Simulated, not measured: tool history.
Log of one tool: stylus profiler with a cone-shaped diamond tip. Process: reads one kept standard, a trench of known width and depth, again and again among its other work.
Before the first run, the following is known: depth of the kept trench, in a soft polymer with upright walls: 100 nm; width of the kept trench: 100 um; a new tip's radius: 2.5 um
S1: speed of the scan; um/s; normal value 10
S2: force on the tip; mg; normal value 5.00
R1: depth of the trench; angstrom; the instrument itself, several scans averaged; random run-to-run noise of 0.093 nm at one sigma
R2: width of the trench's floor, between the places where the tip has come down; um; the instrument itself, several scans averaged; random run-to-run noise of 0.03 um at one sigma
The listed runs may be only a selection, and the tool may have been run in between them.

{"run": 1, "day": 0.0, "S1": 10, "S2": 5.0, "R1": 1014.9, "R2": 98.37}
{"run": 2, "day": 5.204, "S1": 38, "S2": 5.0, "R1": 1015.8, "R2": 98.28}
{"run": 3, "day": 8.075, "S1": 10, "S2": 4.39, "R1": 1013.4, "R2": 98.37}
{"run": 4, "day": 10.733, "S1": 10, "S2": 4.39, "R1": 1014.9, "R2": 98.35}
{"run": 5, "day": 13.658, "S1": 10, "S2": 5.0, "R1": 1017.5, "R2": 98.23}
{"run": 6, "day": 17.825, "S1": 10, "S2": 5.0, "R1": 1017.2, "R2": 98.28}
{"run": 7, "day": 20.738, "S1": 10, "S2": 4.24, "R1": 1015.3, "R2": 98.36}
{"run": 8, "day": 24.45, "S1": 10, "S2": 4.24, "R1": 1017.1, "R2": 98.26}
{"run": 9, "day": 27.804, "S1": 10, "S2": 4.24, "R1": 1016.1, "R2": 98.21}
{"run": 10, "day": 30.696, "S1": 9, "S2": 5.0, "R1": 1018.8, "R2": 98.23}
{"run": 11, "day": 33.833, "S1": 9, "S2": 5.0, "R1": 1018.8, "R2": 98.22}
{"run": 12, "day": 39.133, "S1": 9, "S2": 5.0, "R1": 1018.9, "R2": 98.18}
{"run": 13, "day": 44.771, "S1": 9, "S2": 5.0, "R1": 1018.1, "R2": 98.22}
{"run": 14, "day": 50.112, "S1": 3, "S2": 5.0, "R1": 1019.3, "R2": 98.23}
{"run": 15, "day": 52.558, "S1": 3, "S2": 5.0, "R1": 1018.9, "R2": 98.16}
{"run": 16, "day": 55.379, "S1": 10, "S2": 4.92, "R1": 1021.7, "R2": 98.2}
{"run": 17, "day": 58.267, "S1": 10, "S2": 7.36, "R1": 1024.1, "R2": 98.19}
{"run": 18, "day": 60.821, "S1": 10, "S2": 7.36, "R1": 1023.7, "R2": 98.16}
{"run": 19, "day": 63.662, "S1": 10, "S2": 7.36, "R1": 1024.7, "R2": 98.14}
{"day": 64.533, "done": "height scale calibrated on a step standard"}
{"run": 20, "day": 66.333, "S1": 5, "S2": 7.36, "R1": 1016.2, "R2": 98.12}
{"run": 21, "day": 71.225, "S1": 6, "S2": 7.54, "R1": 1016.0, "R2": 98.13}
{"run": 22, "day": 74.975, "S1": 6, "S2": 7.54, "R1": 1016.4, "R2": 98.15}
{"run": 23, "day": 79.671, "S1": 5, "S2": 3.67, "R1": 1009.1, "R2": 98.22}
{"run": 24, "day": 84.096, "S1": 5, "S2": 3.67, "R1": 1010.2, "R2": 98.07}
{"run": 25, "day": 86.458, "S1": 3, "S2": 3.67, "R1": 1010.0, "R2": 98.05}
{"run": 26, "day": 89.979, "S1": 12, "S2": 10.54, "R1": 1020.7, "R2": 98.13}
{"run": 27, "day": 94.8, "S1": 12, "S2": 10.54, "R1": 1021.1, "R2": 98.02}
{"run": 28, "day": 97.312, "S1": 10, "S2": 1.96, "R1": 1007.3, "R2": 97.99}
{"run": 29, "day": 100.283, "S1": 10, "S2": 1.96, "R1": 1009.3, "R2": 98.02}
{"run": 30, "day": 105.117, "S1": 6, "S2": 2.15, "R1": 1008.8, "R2": 98.02}
{"run": 31, "day": 109.146, "S1": 2, "S2": 3.38, "R1": 1012.0, "R2": 98.0}
{"run": 32, "day": 111.904, "S1": 18, "S2": 8.83, "R1": 1019.6, "R2": 97.99}
{"day": 112.283, "done": "new tip fitted, height scale calibrated"}
{"run": 33, "day": 115.046, "S1": 3, "S2": 3.36, "R1": 1009.1, "R2": 98.58}
{"run": 34, "day": 119.704, "S1": 15, "S2": 3.01, "R1": 1008.1, "R2": 98.53}
{"run": 35, "day": 125.221, "S1": 8, "S2": 11.76, "R1": 1021.9, "R2": 98.5}
{"run": 36, "day": 129.508, "S1": 30, "S2": 7.62, "R1": 1016.1, "R2": 98.42}
{"run": 37, "day": 132.704, "S1": 17, "S2": 5.62, "R1": 1013.8, "R2": 98.45}

Each run again, without the hidden state but with its own random variation kept:
Hidden conditions of the tool in this case: radius of the tip, um; height scale over the true one, %; drift of the gauge itself on depth_nm, %; drift of the gauge itself on floor_um, %.
run=1 R1=1010.5 R2=98.58
run=2 R1=1010.9 R2=98.50
run=3 R1=1008.3 R2=98.61
run=4 R1=1009.5 R2=98.60
run=5 R1=1011.9 R2=98.48
run=6 R1=1011.1 R2=98.55
run=7 R1=1009.0 R2=98.65
run=8 R1=1010.5 R2=98.56
run=9 R1=1009.2 R2=98.52
run=10 R1=1011.6 R2=98.55
run=11 R1=1011.3 R2=98.55
run=12 R1=1011.0 R2=98.53
run=13 R1=1009.7 R2=98.59
run=14 R1=1010.4 R2=98.62
run=15 R1=1009.8 R2=98.55
run=16 R1=1012.4 R2=98.60
run=17 R1=1014.5 R2=98.60
run=18 R1=1013.9 R2=98.58
run=19 R1=1014.6 R2=98.57
run=20 R1=1015.8 R2=98.56
run=21 R1=1015.2 R2=98.59
run=22 R1=1015.2 R2=98.62
run=23 R1=1007.6 R2=98.71
run=24 R1=1008.3 R2=98.57
run=25 R1=1007.9 R2=98.56
run=26 R1=1018.2 R2=98.65
run=27 R1=1018.2 R2=98.55
run=28 R1=1004.1 R2=98.53
run=29 R1=1005.9 R2=98.57
run=30 R1=1004.9 R2=98.58
run=31 R1=1007.7 R2=98.57
run=32 R1=1015.1 R2=98.58
run=33 R1=1009.1 R2=98.62
run=34 R1=1007.7 R2=98.59
run=35 R1=1020.9 R2=98.58
run=36 R1=1014.8 R2=98.52
run=37 R1=1012.2 R2=98.56
